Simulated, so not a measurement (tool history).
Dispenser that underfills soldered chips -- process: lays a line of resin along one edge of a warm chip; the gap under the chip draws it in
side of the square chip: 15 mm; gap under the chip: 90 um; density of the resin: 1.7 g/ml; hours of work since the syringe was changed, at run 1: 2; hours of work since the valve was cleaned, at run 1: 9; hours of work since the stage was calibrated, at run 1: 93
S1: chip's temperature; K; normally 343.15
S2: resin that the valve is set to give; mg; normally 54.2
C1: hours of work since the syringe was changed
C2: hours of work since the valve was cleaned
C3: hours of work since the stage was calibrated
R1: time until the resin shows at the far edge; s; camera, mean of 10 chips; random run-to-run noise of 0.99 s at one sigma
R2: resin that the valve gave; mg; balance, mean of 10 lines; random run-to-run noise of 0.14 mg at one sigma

run 1 hour=0 | S1=343.15 S2=54.2 | C1=2 C2=9 C3=93 | R1=100 R2=54.38
run 2 hour=3.5 | S1=343.15 S2=54.2 | C1=4 C2=11 C3=95 | R1=113.1 R2=54.39
-- hour=5.9 new syringe of resin
run 3 hour=8.9 | S1=343.15 S2=54.2 | C1=2 C2=15 C3=98 | R1=99.8 R2=54.2
-- hour=14 new syringe of resin
run 4 hour=14.3 | S1=343.15 S2=54.2 | C1=0 C2=19 C3=102 | R1=92.9 R2=54.09
run 5 hour=20.2 | S1=343.15 S2=54.2 | C1=4 C2=23 C3=106 | R1=113.3 R2=53.91
-- hour=21.7 new syringe of resin
run 6 hour=23.5 | S1=343.15 S2=54.2 | C1=1 C2=25 C3=108 | R1=98.4 R2=53.92
-- hour=29.4 new syringe of resin
run 7 hour=30.1 | S1=343.15 S2=54.2 | C1=1 C2=29 C3=113 | R1=94.9 R2=53.55
run 8 hour=33 | S1=342.15 S2=54.2 | C1=2 C2=31 C3=114 | R1=106.4 R2=53.73
run 9 hour=35.8 | S1=343.15 S2=54.2 | C1=4 C2=33 C3=116 | R1=112.9 R2=53.67
-- hour=37.1 new syringe of resin
run 10 hour=38.9 | S1=357.15 S2=54.2 | C1=1 C2=35 C3=118 | R1=65.2 R2=53.82
run 11 hour=42.2 | S1=343.15 S2=65.7 | C1=4 C2=37 C3=121 | R1=106.6 R2=65
-- hour=45 new syringe of resin
run 12 hour=47.1 | S1=343.15 S2=65.7 | C1=1 C2=40 C3=124 | R1=99.3 R2=64.91
run 13 hour=51.8 | S1=343.15 S2=65.7 | C1=5 C2=44 C3=127 | R1=112.1 R2=65
-- hour=52.7 new syringe of resin
run 14 hour=55 | S1=328.15 S2=54.2 | C1=2 C2=46 C3=129 | R1=158.3 R2=53.6
run 15 hour=59.8 | S1=328.15 S2=54.2 | C1=5 C2=49 C3=132 | R1=184.8 R2=53.53
-- hour=60.5 new syringe of resin
run 16 hour=65.9 | S1=328.15 S2=54.2 | C1=4 C2=53 C3=136 | R1=178.8 R2=53.41
-- hour=68.3 new syringe of resin
run 17 hour=72.7 | S1=328.15 S2=54.2 | C1=3 C2=57 C3=141 | R1=169.5 R2=53.46
-- hour=76.1 new syringe of resin
run 18 hour=77.2 | S1=328.15 S2=54.2 | C1=1 C2=60 C3=144 | R1=151.7 R2=53.21

Forecast run 19:
run 19 hour=83 | S1=341.15 S2=54.1 | C1=5 C2=64 C3=148 | R1=? R2=?

Run 19 came out at R1 124.6 s, R2 52.94 mg.
Without the tool's hidden state the same run would have given R1 100.1 s, R2 54.01 mg.
